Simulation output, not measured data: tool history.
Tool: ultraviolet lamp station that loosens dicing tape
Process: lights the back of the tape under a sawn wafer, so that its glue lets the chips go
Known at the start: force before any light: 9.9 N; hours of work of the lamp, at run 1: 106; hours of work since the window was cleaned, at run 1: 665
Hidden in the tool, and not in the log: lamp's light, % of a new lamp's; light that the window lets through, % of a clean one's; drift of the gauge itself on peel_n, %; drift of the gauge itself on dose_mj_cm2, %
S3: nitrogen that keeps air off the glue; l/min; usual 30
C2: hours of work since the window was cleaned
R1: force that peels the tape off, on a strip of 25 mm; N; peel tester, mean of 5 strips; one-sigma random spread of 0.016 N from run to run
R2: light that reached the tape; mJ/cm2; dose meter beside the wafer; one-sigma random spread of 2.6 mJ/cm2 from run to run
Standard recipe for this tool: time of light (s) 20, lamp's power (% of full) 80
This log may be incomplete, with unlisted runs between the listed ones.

Run 1, hour 0: usual settings; hours of work of the lamp 106; C2 665. Result: R1 1.011 N, R2 280 mJ/cm2.
At hour 1.4: window cleaned of glue's vapour.
Run 2, hour 8.9: usual settings; hours of work of the lamp 111; C2 5. Result: R1 1.139 N, R2 276 mJ/cm2.
Run 3, hour 16.2: usual settings but time of light (s) 22; hours of work of the lamp 115; C2 9. Result: R1 0.887 N, R2 304 mJ/cm2.
Run 4, hour 26.7: usual settings but time of light (s) 22, S3 17 l/min; hours of work of the lamp 122; C2 16. Result: R1 1.387 N, R2 300 mJ/cm2.
Run 5, hour 36.5: usual settings but time of light (s) 22, S3 17 l/min; hours of work of the lamp 128; C2 22. Result: R1 1.416 N, R2 302 mJ/cm2.
At hour 46.7: window cleaned of glue's vapour, once more.
Run 6, hour 46.9: usual settings but time of light (s) 22, S3 17 l/min; hours of work of the lamp 134; C2 0. Result: R1 1.061 N, R2 347 mJ/cm2.
Run 7, hour 57.1: usual settings but time of light (s) 22, S3 17 l/min; hours of work of the lamp 141; C2 6. Result: R1 1.122 N, R2 345 mJ/cm2.
Run 8, hour 64.8: usual settings but time of light (s) 22, S3 17 l/min; hours of work of the lamp 145; C2 11. Result: R1 1.087 N, R2 351 mJ/cm2.
Run 9, hour 74.1: usual settings but time of light (s) 22, S3 17 l/min; hours of work of the lamp 151; C2 17. Result: R1 1.101 N, R2 348 mJ/cm2.
Run 10, hour 83.5: usual settings but S3 14 l/min; hours of work of the lamp 157; C2 23. Result: R1 1.547 N, R2 315 mJ/cm2.
Run 11, hour 93.2: usual settings but S3 14 l/min; hours of work of the lamp 163; C2 29. Result: R1 1.575 N, R2 317 mJ/cm2.
Run 12, hour 101.6: usual settings but S3 42 l/min; hours of work of the lamp 168; C2 34. Result: R1 0.608 N, R2 310 mJ/cm2.
Run 13, hour 107.4: usual settings but S3 42 l/min; hours of work of the lamp 172; C2 38. Result: R1 0.649 N, R2 311 mJ/cm2.
Run 14, hour 117.7: usual settings but S3 42 l/min; hours of work of the lamp 178; C2 44. Result: R1 0.63 N, R2 314 mJ/cm2.
Run 15, hour 127.6: usual settings but S3 42 l/min; hours of work of the lamp 185; C2 51. Result: R1 0.633 N, R2 310 mJ/cm2.
Run 16, hour 134.5: usual settings but time of light (s) 12; hours of work of the lamp 189; C2 55. Result: R1 2.189 N, R2 185 mJ/cm2.
Run 17, hour 140.1: usual settings but S3 10 l/min; hours of work of the lamp 192; C2 58. Result: R1 2.027 N, R2 314 mJ/cm2.
Run 18, hour 151.5: usual settings but S3 10 l/min; hours of work of the lamp 200; C2 65. Result: R1 1.957 N, R2 308 mJ/cm2.
Run 19, hour 159.5: usual settings but S3 10 l/min; hours of work of the lamp 205; C2 70. Result: R1 1.927 N, R2 306 mJ/cm2.
Run 20, hour 165.1: usual settings but time of light (s) 18, S3 10 l/min; hours of work of the lamp 208; C2 74. Result: R1 2.303 N, R2 276 mJ/cm2.
Run 21, hour 169.9: usual settings but time of light (s) 18, S3 10 l/min; hours of work of the lamp 211; C2 77. Result: R1 2.323 N, R2 277 mJ/cm2.
Run 22, hour 179.5: usual settings but time of light (s) 18, S3 10 l/min; hours of work of the lamp 217; C2 83. Result: R1 2.427 N, R2 274 mJ/cm2.
Run 23, hour 189.5: usual settings but time of light (s) 18, S3 10 l/min; hours of work of the lamp 223; C2 89. Result: R1 2.391 N, R2 276 mJ/cm2.
Run 24, hour 200.7: usual settings but time of light (s) 10, lamp's power (% of full) 72, S3 39 l/min; hours of work of the lamp 230; C2 96. Result: R1 3.005 N, R2 139 mJ/cm2.
Run 25, hour 207.8: usual settings but time of light (s) 10, lamp's power (% of full) 72, S3 39 l/min; hours of work of the lamp 235; C2 101. Result: R1 2.927 N, R2 138 mJ/cm2.
Run 26, hour 218.8: usual settings but time of light (s) 21, lamp's power (% of full) 77, S3 15 l/min; hours of work of the lamp 242; C2 107. Result: R1 1.57 N, R2 306 mJ/cm2.
Run 27, hour 226: usual settings but time of light (s) 21, lamp's power (% of full) 77, S3 15 l/min; hours of work of the lamp 246; C2 112. Result: R1 1.546 N, R2 304 mJ/cm2.
Run 28, hour 231.6: usual settings but time of light (s) 18, lamp's power (% of full) 70, S3 12 l/min; hours of work of the lamp 250; C2 116. Result: R1 2.658 N, R2 236 mJ/cm2.
Run 29, hour 240.4: usual settings but lamp's power (% of full) 61, S3 15 l/min; hours of work of the lamp 255; C2 121. Result: R1 2.372 N, R2 232 mJ/cm2.
Run 30, hour 250.4: usual settings but lamp's power (% of full) 61, S3 15 l/min; hours of work of the lamp 261; C2 127. Result: R1 2.425 N, R2 227 mJ/cm2.
Run 31, hour 261.3: usual settings but time of light (s) 21; hours of work of the lamp 268; C2 134. Result: R1 0.846 N, R2 315 mJ/cm2.
Run 32, hour 269.2: usual settings but time of light (s) 23, lamp's power (% of full) 62, S3 46 l/min; hours of work of the lamp 273; C2 139. Result: R1 0.844 N, R2 268 mJ/cm2.
Run 33, hour 279.3: usual settings but lamp's power (% of full) 74; hours of work of the lamp 279; C2 145. Result: R1 1.123 N, R2 278 mJ/cm2.
Run 34, hour 290.6: usual settings but lamp's power (% of full) 74; hours of work of the lamp 286; C2 152. Result: R1 1.103 N, R2 279 mJ/cm2.
Run 35, hour 299: usual settings but time of light (s) 11, lamp's power (% of full) 61, S3 9 l/min; hours of work of the lamp 292; C2 158. Result: R1 5.307 N, R2 129 mJ/cm2.
Run 36, hour 306.2: usual settings but time of light (s) 22; hours of work of the lamp 296; C2 162. Result: R1 0.798 N, R2 326 mJ/cm2.
Run 37, hour 316.5: usual settings but time of light (s) 34, lamp's power (% of full) 90; hours of work of the lamp 303; C2 169. Result: R1 0.214 N, R2 569 mJ/cm2.
Run 38, hour 321.6: usual settings but time of light (s) 35, S3 15 l/min; hours of work of the lamp 306; C2 172. Result: R1 0.498 N, R2 522 mJ/cm2.
Run 39, hour 331.1: usual settings but time of light (s) 32, lamp's power (% of full) 70, S3 34 l/min; hours of work of the lamp 312; C2 178. Result: R1 0.399 N, R2 414 mJ/cm2.
Run 40, hour 337.9: usual settings but time of light (s) 32, lamp's power (% of full) 70, S3 34 l/min; hours of work of the lamp 316; C2 182. Result: R1 0.388 N, R2 411 mJ/cm2.
Run 41, hour 348.1: usual settings but time of light (s) 32, lamp's power (% of full) 70, S3 34 l/min; hours of work of the lamp 322; C2 188. Result: R1 0.386 N, R2 410 mJ/cm2.
Run 42, hour 357.9: usual settings but time of light (s) 11, lamp's power (% of full) 90, S3 38 l/min; hours of work of the lamp 328; C2 194. Result: R1 2.047 N, R2 182 mJ/cm2.
Run 43, hour 366.3: usual settings but time of light (s) 11, lamp's power (% of full) 90, S3 38 l/min; hours of work of the lamp 334; C2 200. Result: R1 1.984 N, R2 183 mJ/cm2.
Run 44, hour 373.6: usual settings but time of light (s) 11, lamp's power (% of full) 90, S3 13 l/min; hours of work of the lamp 338; C2 204. Result: R1 3.452 N, R2 179 mJ/cm2.

3 options for the next run, each taken on its own from the tool as it stands now. Forecast them:
Run A, hour 380: usual settings but time of light (s) 11, lamp's power (% of full) 90, S3 20 l/min; hours of work of the lamp 342; C2 208. Result: R1 ?, R2 ?.
Run B, hour 380: usual settings but time of light (s) 34, lamp's power (% of full) 90, S3 13 l/min; hours of work of the lamp 342; C2 208. Result: R1 ?, R2 ?.
Run C, hour 380: usual settings but time of light (s) 24, lamp's power (% of full) 89, S3 13 l/min; hours of work of the lamp 342; C2 208. Result: R1 ?, R2 ?.

run     R1   R2
  A  2.775  180
  B  0.489  562
  C  1.068  389
Take away the tool's hidden state, keep each run's random variation, and the runs would have read:
run     R1   R2
  A  2.352  205
  B  0.363  637
  C  0.816  441

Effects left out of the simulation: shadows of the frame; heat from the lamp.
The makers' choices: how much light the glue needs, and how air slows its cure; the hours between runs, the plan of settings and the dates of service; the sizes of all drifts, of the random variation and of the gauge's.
